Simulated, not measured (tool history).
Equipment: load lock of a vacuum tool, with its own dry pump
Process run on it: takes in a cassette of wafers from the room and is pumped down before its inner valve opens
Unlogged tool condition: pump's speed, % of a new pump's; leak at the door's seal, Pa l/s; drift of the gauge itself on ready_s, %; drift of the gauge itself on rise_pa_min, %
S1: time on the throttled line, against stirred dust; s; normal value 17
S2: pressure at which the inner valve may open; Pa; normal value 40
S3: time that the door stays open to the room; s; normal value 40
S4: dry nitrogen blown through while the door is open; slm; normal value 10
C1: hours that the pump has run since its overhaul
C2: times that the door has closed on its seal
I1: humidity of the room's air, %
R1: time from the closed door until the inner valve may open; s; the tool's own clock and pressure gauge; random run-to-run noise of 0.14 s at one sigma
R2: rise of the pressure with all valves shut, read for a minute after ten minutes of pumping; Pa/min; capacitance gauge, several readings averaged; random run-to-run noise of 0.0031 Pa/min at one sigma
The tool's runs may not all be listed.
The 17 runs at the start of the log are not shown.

run    hour  S1  S2   S3  S4    C1     C2    I1    R1     R2
 18  1647.1  21  38   45  37  6737  20164  45.9  28.6  0.232
 19  1739.7  17  35   40  13  6830  20390  46.2  25.5   0.25
 20  1865.2  11  35  144  17  6955  20696  44.1  20.8  0.295
 21  1958.3  17  36   37  10  7049  20923  45.5  25.4  0.255
 22    2032  19  40   40  10  7122  21103  46.8  27.2  0.273
 23  2136.8  17  40  200  36  7227  21359  46.4  25.2  0.311
 24  2275.7  17  35   50  10  7366  21698  46.8  25.7  0.289
 25    2371  17  35   50  10  7461  21931  43.1  25.9   0.27
 26  2444.4  17  34   50  45  7535  22110  44.7  25.9  0.257
 27  2578.8  17  40  135   8  7669  22438  45.8  25.7   0.34
 28  2643.5   8  39   34  12  7734  22596  47.7  18.5  0.287
 29  2711.1  23  56   40  10  7801  22760  45.5  29.7  0.292
 30  2771.6  23  56   40  10  7862  22908  41.8  29.8  0.288
 31  2911.9  23  39   40  19  8002  23251  43.2  30.1  0.284
 32  3003.4  12  53   40  19  8094  23474  44.7    21   0.29

Consider 4 possible next runs. They are alternatives, not a sequence: every one starts from the tool as it was left by run 32. What does each give?
  A  3138.9  20  58   40  37  8229  23805  44.3   ?   ?
  B  3138.9  12  68   40  19  8229  23805  45.1   ?   ?
  C  3138.9  17  55   40  10  8229  23805  42.6   ?   ?
  D  3138.9  29  40  162  10  8229  23805  43.3   ?   ?

run    R1     R2
  A  27.3  0.284
  B  20.9  0.295
  C  25.2  0.303
  D    35  0.359
Without the tool's unlogged condition, the same runs would have read:
run    R1     R2
  A  26.2  0.039
  B  19.5  0.051
  C  23.9  0.061
  D  34.1  0.119
